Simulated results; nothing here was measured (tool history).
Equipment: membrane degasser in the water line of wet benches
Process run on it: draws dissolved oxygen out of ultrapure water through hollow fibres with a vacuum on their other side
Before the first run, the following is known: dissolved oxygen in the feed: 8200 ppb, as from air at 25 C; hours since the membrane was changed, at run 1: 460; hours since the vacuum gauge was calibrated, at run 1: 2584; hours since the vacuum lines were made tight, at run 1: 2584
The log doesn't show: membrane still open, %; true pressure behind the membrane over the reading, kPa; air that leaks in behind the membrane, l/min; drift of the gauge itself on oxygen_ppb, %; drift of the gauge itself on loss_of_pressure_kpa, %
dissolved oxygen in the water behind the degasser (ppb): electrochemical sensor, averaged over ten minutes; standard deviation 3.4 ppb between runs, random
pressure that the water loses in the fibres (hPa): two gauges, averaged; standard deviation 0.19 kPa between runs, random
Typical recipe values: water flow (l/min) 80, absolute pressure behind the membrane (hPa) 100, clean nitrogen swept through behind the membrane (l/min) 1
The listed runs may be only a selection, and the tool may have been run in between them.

run     day  water flow (l/min)  absolute pressure behind the membrane (hPa)  clean nitrogen swept through behind the membrane (l/min)  hours since the membrane was changed  hours since the vacuum gauge was calibrated  hours since the vacuum lines were made tight  dissolved oxygen in the water behind the degasser (ppb)  pressure that the water loses in the fibres (hPa)
  1       0                  80                                          100                                                         1                                   460                                         2584                                          2584                                                    858.9                                              393.3
  2   2.062                  80                                          100                                                         1                                   510                                         2634                                          2634                                                    860.5                                              394.6
  3   3.383                  80                                          100                                                         1                                   541                                         2665                                          2665                                                    854.9                                              393.8
  4   4.942                  80                                          100                                                         1                                   579                                         2703                                          2703                                                    856.7                                              389.7
  5   6.908                  80                                          100                                                         1                                   626                                         2750                                          2750                                                    864.2                                              393.4
  6   8.812                  80                                          100                                                         1                                   672                                         2796                                          2796                                                    859.3                                              393.2
  7  10.888                  80                                          100                                                         1                                   722                                         2846                                          2846                                                      855                                                391
  8  12.192                  80                                          100                                                         1                                   753                                         2877                                          2877                                                      861                                              393.7
  9  13.308                  80                                          107                                                         1                                   780                                         2904                                          2904                                                      944                                              398.2
     13.533  -- vacuum gauge calibrated
 10  14.238                  80                                          107                                                      1.27                                   801                                           17                                          2926                                                    807.4                                              393.9
 11  15.417                  93                                          107                                                      1.27                                   830                                           45                                          2954                                                    896.7                                              459.5
 12  17.421                  93                                          107                                                      1.27                                   878                                           93                                          3002                                                    897.2                                              457.9
 13  18.396                 100                                          103                                                         1                                   901                                          117                                          3025                                                   1036.1                                              495.3
     19.146  -- vacuum gauge calibrated, once more
 14  19.746                  62                                           84                                                      1.68                                   933                                           14                                          3057                                                    380.5                                              305.9
 15  21.625                  67                                          119                                                      1.68                                   978                                           59                                          3102                                                    653.5                                              329.5
 16  23.592                  52                                           89                                                      1.12                                  1025                                          107                                          3149                                                    495.5                                              255.4
 17  24.762                  52                                           85                                                      1.12                                  1053                                          135                                          3178                                                    459.5                                                259
 18  25.975                 115                                          177                                                         1                                  1083                                          164                                          3207                                                   2041.1                                              565.7
 19  27.096                 115                                          143                                                         1                                  1109                                          191                                          3234                                                   1642.7                                              567.1
 20  29.158                 101                                          202                                                      2.45                                  1159                                          240                                          3283                                                   1247.6                                              498.4
 21    30.6                  82                                           82                                                      0.97                                  1194                                          275                                          3318                                                      667                                              404.3
 22  32.717                 103                                          100                                                      1.17                                  1244                                          326                                          3368                                                    910.8                                              509.6
 23  33.842                 103                                          100                                                      1.17                                  1271                                          353                                          3395                                                    910.5                                              504.3

Each row is a separate what-if for the run after 23, all from the same tool condition, not one after another. Results?
  A  34.804                  84                                          100                                                      2.49                                  1295                                          376                                          3419                                                        ?                                                  ?
  B  34.804                 103                                          100                                                      1.83                                  1295                                          376                                          3419                                                        ?                                                  ?
  C  34.804                 103                                          213                                                      1.61                                  1295                                          376                                          3419                                                        ?                                                  ?

run  dissolved oxygen in the water behind the degasser (ppb)  pressure that the water loses in the fibres (hPa)
  A                                                    465.1                                              411.2
  B                                                    685.7                                              510.1
  C                                                   1759.8                                              504.2
The same runs, with their run-to-run variation unchanged, on a tool lacking any hidden condition would have given:
run  dissolved oxygen in the water behind the degasser (ppb)  pressure that the water loses in the fibres (hPa)
  A                                                      462                                              409.1
  B                                                    681.8                                              507.6
  C                                                     1757                                              501.6

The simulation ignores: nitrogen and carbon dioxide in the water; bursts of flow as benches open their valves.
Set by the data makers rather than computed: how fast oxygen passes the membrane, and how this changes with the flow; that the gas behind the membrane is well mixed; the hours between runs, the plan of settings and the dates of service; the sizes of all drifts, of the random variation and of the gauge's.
